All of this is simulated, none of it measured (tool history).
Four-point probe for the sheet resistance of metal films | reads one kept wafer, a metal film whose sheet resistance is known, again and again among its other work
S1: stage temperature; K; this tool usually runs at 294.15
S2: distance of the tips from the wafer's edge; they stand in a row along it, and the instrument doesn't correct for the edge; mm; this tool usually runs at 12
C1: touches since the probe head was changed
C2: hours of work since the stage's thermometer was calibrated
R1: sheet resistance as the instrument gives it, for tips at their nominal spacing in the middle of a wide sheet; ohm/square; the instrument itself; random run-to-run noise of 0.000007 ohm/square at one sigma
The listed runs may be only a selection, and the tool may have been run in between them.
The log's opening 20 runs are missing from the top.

run   hour      S1  S2     C1    C2        R1
 21  233.6  294.15   3   8977   948  0.035529
 22  243.4  293.15  12   9147   952  0.034784
 23  259.1  293.15  12   9418   958  0.034777
 24  270.5  302.15   4   9614   963  0.035127
 25  279.3  294.15  13   9766   966  0.034769
 26  295.1  294.15  13  10039   973  0.034767
 27  307.1  304.15  41  10246   978  0.034645
 28  323.4  300.15  19  10527   984  0.034698
 29    339  299.15  17  10796   991  0.034708
 30  353.4  299.15  41  11046   996  0.034678
 31  363.5  296.15  48  11219  1001  0.034716
 32  376.1  300.15  12  11437  1006  0.034731
 33  390.8  298.15  47  11690  1012  0.034697
 34  406.9  298.15  33  11969  1018  0.034695
 35  420.1  293.15  70  12197  1024  0.034721
 36  433.1  294.15   4  12421  1029  0.035183
 37  445.1  293.15  14  12629  1034  0.034771
 38  460.9  298.15  68  12901  1040  0.034681
 39  468.8  301.15   3  13037  1043  0.035496

Each row is a separate what-if for the run after 39, all from the same tool condition, not one after another. Results?
  A  485.8  293.15   6  13330  1050   ?
  B  485.8  297.15  10  13330  1050   ?
  C  485.8  294.15  23  13330  1050   ?
  D  485.8  294.15   4  13330  1050   ?

run        R1
  A  0.034922
  B  0.034764
  C  0.034745
  D  0.035189
Without the tool's hidden state the same runs would have given:
run        R1
  A  0.034919
  B  0.034761
  C  0.034742
  D  0.035186
